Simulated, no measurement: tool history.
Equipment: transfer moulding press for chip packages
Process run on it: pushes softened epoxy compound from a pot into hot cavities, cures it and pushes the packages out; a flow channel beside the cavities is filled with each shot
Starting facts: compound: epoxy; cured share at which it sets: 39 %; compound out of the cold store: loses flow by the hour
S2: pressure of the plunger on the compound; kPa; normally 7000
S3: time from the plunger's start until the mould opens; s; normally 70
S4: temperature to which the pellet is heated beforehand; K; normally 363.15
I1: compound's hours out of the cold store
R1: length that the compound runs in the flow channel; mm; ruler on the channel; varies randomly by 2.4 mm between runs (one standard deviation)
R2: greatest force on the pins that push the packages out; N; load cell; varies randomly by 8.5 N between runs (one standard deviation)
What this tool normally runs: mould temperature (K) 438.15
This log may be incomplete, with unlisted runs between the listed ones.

Run 1, hour 0: usual settings; I1 47.4. Result: R1 463 mm, R2 494 N.
At hour 26.6: cavities cleaned with cleaning compound and waxed.
Run 2, hour 52.7: usual settings; I1 9.4. Result: R1 528 mm, R2 560 N.
At hour 74.4: cavities cleaned with cleaning compound and waxed.
Run 3, hour 104.6: usual settings; I1 36.3. Result: R1 464 mm, R2 523 N.
At hour 122.6: cavities cleaned with cleaning compound and waxed.
Run 4, hour 136.7: usual settings but mould temperature (K) 431.15; I1 9.4. Result: R1 536 mm, R2 882 N.
At hour 169.2: cavities cleaned with cleaning compound and waxed.
Run 5, hour 183.6: usual settings but mould temperature (K) 431.15; I1 19.9. Result: R1 504 mm, R2 876 N.
At hour 202: mould's thermocouples calibrated.
At hour 217.9: cavities cleaned with cleaning compound and waxed.
Run 6, hour 238.2: usual settings but mould temperature (K) 431.15; I1 31.5. Result: R1 467 mm, R2 739 N.
At hour 244.1: plunger's sealing rings changed.
At hour 269.1: cavities cleaned with cleaning compound and waxed.
Run 7, hour 290.3: usual settings but mould temperature (K) 431.15; I1 43.1. Result: R1 478 mm, R2 738 N.
At hour 316.4: cavities cleaned with cleaning compound and waxed.
Run 8, hour 341.8: usual settings but mould temperature (K) 431.15; I1 39.6. Result: R1 479 mm, R2 829 N.
At hour 363.2: cavities cleaned with cleaning compound and waxed.
Run 9, hour 378.5: usual settings but mould temperature (K) 439.15; I1 22.7. Result: R1 484 mm, R2 459 N.
At hour 413.2: cavities cleaned with cleaning compound and waxed.
Run 10, hour 427.2: usual settings but mould temperature (K) 439.15; I1 31.3. Result: R1 458 mm, R2 427 N.
Run 11, hour 457.2: usual settings but mould temperature (K) 439.15; I1 12.8. Result: R1 490 mm, R2 530 N.
At hour 461: cavities cleaned with cleaning compound and waxed.
At hour 497.1: plunger's sealing rings changed.
Run 12, hour 498.7: usual settings but mould temperature (K) 439.15; I1 20.6. Result: R1 509 mm, R2 495 N.
At hour 511.9: cavities cleaned with cleaning compound and waxed.
Run 13, hour 552.9: usual settings but mould temperature (K) 439.15; I1 11.1. Result: R1 522 mm, R2 546 N.
At hour 562.3: cavities cleaned with cleaning compound and waxed.
At hour 608.8: cavities cleaned with cleaning compound and waxed.
Run 14, hour 608.8: usual settings but mould temperature (K) 431.15, S2 7680 kPa, S3 74 s, S4 360.15 K; I1 41.7. Result: R1 496 mm, R2 523 N.
At hour 657.2: cavities cleaned with cleaning compound and waxed.
Run 15, hour 657.6: usual settings but mould temperature (K) 431.15, S2 7680 kPa, S3 74 s, S4 360.15 K; I1 15.3. Result: R1 547 mm, R2 597 N.
Run 16, hour 700.5: usual settings but S3 61 s; I1 42.6. Result: R1 442 mm, R2 706 N.
At hour 707.4: cavities cleaned with cleaning compound and waxed.
At hour 751.5: plunger's sealing rings changed.
At hour 755.7: cavities cleaned with cleaning compound and waxed.
Run 17, hour 756.9: usual settings but mould temperature (K) 440.15, S4 355.15 K; I1 15.4. Result: R1 523 mm, R2 381 N.
Run 18, hour 793.7: usual settings but S2 6030 kPa, S3 96 s; I1 21.2. Result: R1 467 mm, R2 402 N.
At hour 803.7: cavities cleaned with cleaning compound and waxed.
At hour 851: cavities cleaned with cleaning compound and waxed.
Run 19, hour 851.1: usual settings but S2 6030 kPa, S3 96 s; I1 29.8. Result: R1 445 mm, R2 304 N.
At hour 897.9: cavities cleaned with cleaning compound and waxed.
Run 20, hour 897.9: usual settings but S4 365.15 K; I1 9.1. Result: R1 517 mm, R2 434 N.
Run 21, hour 929.1: usual settings but S2 6510 kPa, S4 355.15 K; I1 9.2. Result: R1 494 mm, R2 576 N.
At hour 944.7: cavities cleaned with cleaning compound and waxed.
Run 22, hour 987.5: usual settings but mould temperature (K) 437.15, S2 7880 kPa, S3 61 s, S4 354.15 K; I1 28. Result: R1 497 mm, R2 840 N.
At hour 993.8: cavities cleaned with cleaning compound and waxed.
At hour 1004.9: plunger's sealing rings changed.
At hour 1042.8: cavities cleaned with cleaning compound and waxed.
Run 23, hour 1043.3: usual settings but mould temperature (K) 437.15, S2 7880 kPa, S3 61 s, S4 354.15 K; I1 8.7. Result: R1 574 mm, R2 688 N.
At hour 1092.6: cavities cleaned with cleaning compound and waxed.
Run 24, hour 1093.2: usual settings but mould temperature (K) 437.15, S2 7880 kPa, S3 61 s, S4 354.15 K; I1 47.4. Result: R1 478 mm, R2 574 N.
Run 25, hour 1119.3: usual settings; I1 35.1. Result: R1 472 mm, R2 498 N.

Hidden state or all else? Some run-to-run changes of R1, split into what the settings, what came in and random variation would give without the hidden state, and what is left for the hidden state (with any gauge scatter that isn't in both results):
The tool's hidden condition here consists of: true mould temperature over the reading, C; pressure that reaches the compound, % of what is set; grip of the stained cavities, % over clean ones'; drift of the gauge itself on flow_mm, %; drift of the gauge itself on push_out_n, %.
Run 6 -> 7: plunger's sealing rings changed, cavities cleaned with cleaning compound and waxed. R1 +11 mm: hidden state +35, all else -24.
Run 11 -> 12: cavities cleaned with cleaning compound and waxed, plunger's sealing rings changed. R1 +19 mm: hidden state +34, all else -15.
Run 15 -> 16: mould temperature (K) 431.15 -> 438.15, S2 7680 -> 7000, S3 74 -> 61, S4 360.15 -> 363.15. R1 -105 mm: hidden state -2, all else -103.
Run 23 -> 24: cavities cleaned with cleaning compound and waxed. R1 -96 mm: hidden state -6, all else -90.
